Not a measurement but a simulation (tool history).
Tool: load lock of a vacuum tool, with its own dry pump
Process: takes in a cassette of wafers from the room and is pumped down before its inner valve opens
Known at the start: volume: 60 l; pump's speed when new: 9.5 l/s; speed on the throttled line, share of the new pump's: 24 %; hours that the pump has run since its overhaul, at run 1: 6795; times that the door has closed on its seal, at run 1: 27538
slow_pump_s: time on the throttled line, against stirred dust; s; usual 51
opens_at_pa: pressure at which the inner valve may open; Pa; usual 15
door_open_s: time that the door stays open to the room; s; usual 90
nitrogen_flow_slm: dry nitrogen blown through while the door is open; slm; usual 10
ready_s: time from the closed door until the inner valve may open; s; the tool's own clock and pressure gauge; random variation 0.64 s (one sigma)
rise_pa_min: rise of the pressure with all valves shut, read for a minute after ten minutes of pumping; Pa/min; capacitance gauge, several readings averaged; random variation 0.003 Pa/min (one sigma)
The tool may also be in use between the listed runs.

run    hour  slow_pump_s  opens_at_pa  door_open_s  nitrogen_flow_slm  hours that the pump has run since its overhaul  times that the door has closed on its seal  incoming humidity of the room's air, %  ready_s  rise_pa_min
  1       0           51           15           90                 10                                            6795                                       27538                                    48.8    105.1        0.195
  2    96.9           51           15           90                 10                                            6892                                       27895                                    44.6    104.9        0.192
  3   212.9           51           15           90                 10                                            7008                                       28323                                    48.3    105.7          0.2
  4   337.2           51           15           90                 10                                            7132                                       28781                                    44.3    106.7          0.2
  5   516.5           51           15           90                 10                                            7311                                       29443                                    49.2    105.6         0.21
  6   729.3           51           15           90                 10                                            7524                                       30227                                    44.4    106.2        0.209
  7   870.6           51           15           90                 10                                            7665                                       30748                                    43.5      107        0.217
  8  1090.4           51           13           90                 10                                            7885                                       31558                                    43.3    107.1         0.22
  9  1185.7           51           13           90                 10                                            7981                                       31910                                      47    109.7        0.217
 10  1393.5           51           15          113                 10                                            8188                                       32676                                    44.1    108.5        0.241
 11  1486.1           51           15          113                 10                                            8281                                       33018                                    47.6    107.2        0.242
 12  1577.9           51           15           90                 10                                            8373                                       33356                                    44.5      108        0.236
 13  1762.5           51           15           90                 10                                            8557                                       34037                                    45.8    107.7         0.24
 14  1966.1           51           15           90                 10                                            8761                                       34787                                    45.1    110.6        0.247
 15  2085.7           51           15           90                 10                                            8881                                       35229                                    46.8    110.2        0.249
 16  2205.6           51           15           90                 10                                            9000                                       35670                                    42.7    109.7        0.241
 17  2327.3           51           15           90                 10                                            9122                                       36119                                    44.9    109.2        0.257
 18  2517.8           51           15           90                 10                                            9313                                       36821                                      47    111.2        0.263
     2558.1  -- dry pump taken out, an overhauled one fitted
 19  2739.5           51           16           90                 10                                             181                                       37617                                    43.1     94.2        0.261
 20  2834.3           51           15           90                  5                                             276                                       37966                                      44     95.3        0.275
 21    2943           69           14           57                 10                                             385                                       38367                                    47.5    109.2        0.264
 22  3144.4           69           14           57                 10                                             586                                       39110                                    43.6    110.7        0.263
 23  3300.1           35           13           57                 10                                             742                                       39684                                    45.2     85.6        0.272
 24  3461.8           52           13           57                  4                                             904                                       40280                                      44     98.5        0.285
 25  3626.6           43           19           53                  8                                            1068                                       40888                                    44.6       89        0.283
 26  3780.4           78           14          173                 25                                            1222                                       41455                                    44.6    116.3        0.286
 27  3988.3           78           14          138                 14                                            1430                                       42221                                    45.2    117.3        0.315
 28  4119.5           37           15           90                  9                                            1561                                       42705                                    43.4     85.8        0.324
 29  4224.2           58           15           39                  6                                            1666                                       43091                                    42.8    103.2        0.301
 30  4374.5           58           15           39                  6                                            1816                                       43645                                    41.4      103        0.306
 31  4481.8           87           20           39                  6                                            1924                                       44041                                    46.4    120.4        0.311
 32  4636.3           51           19          216                 18                                            2078                                       44611                                    45.7     96.3        0.349
 33    4837           69           26           69                 10                                            2279                                       45351                                    46.6    107.9        0.325
 34    5048           69           26           69                 10                                            2490                                       46129                                    46.9    108.9        0.332
 35  5158.6           69           26           69                 10                                            2600                                       46536                                    41.8    109.3        0.336
 36  5317.8           28           15           90                 10                                            2760                                       47124                                    44.5     81.7        0.343
 37  5423.6           28           15           90                 10                                            2865                                       47514                                    43.6     81.4        0.352
 38  5642.9           28           15           90                 14                                            3085                                       48322                                    46.3     82.3        0.361

Measured less the same run without the tool's hidden state. The same run-to-run variation is in both; the gauge's scatter may not be:
The hidden state here: pump's speed, % of a new pump's; leak at the door's seal, Pa l/s; drift of the gauge itself on ready_s, %; drift of the gauge itself on rise_pa_min, %.
run  ready_s  rise_pa_min
  1     +9.9       +0.144
  2      +10       +0.145
  3    +10.4       +0.149
  4    +10.6       +0.152
  5    +10.8       +0.159
  6    +11.2        +0.16
  7    +11.7       +0.168
  8    +12.3       +0.171
  9    +12.8       +0.172
 10    +12.7       +0.181
 11    +12.7       +0.183
 12    +13.1       +0.187
 13    +13.4        +0.19
 14    +14.1       +0.198
 15    +14.3         +0.2
 16    +14.4       +0.203
 17    +14.6       +0.209
 18    +15.3       +0.212
 19     +0.3       +0.221
 20     +0.4        +0.22
 21     +0.4       +0.228
 22     +0.7       +0.231
 23     +1.1       +0.235
 24     +1.2       +0.242
 25     +1.4       +0.251
 26     +1.5       +0.248
 27     +1.7        +0.26
 28     +2.2        +0.27
 29     +2.3       +0.268
 30     +2.5       +0.275
 31       +2       +0.277
 32     +2.9       +0.284
 33     +2.8       +0.286
 34       +3       +0.291
 35     +3.2       +0.299
 36     +4.3       +0.299
 37     +4.5       +0.308
 38     +4.9       +0.321
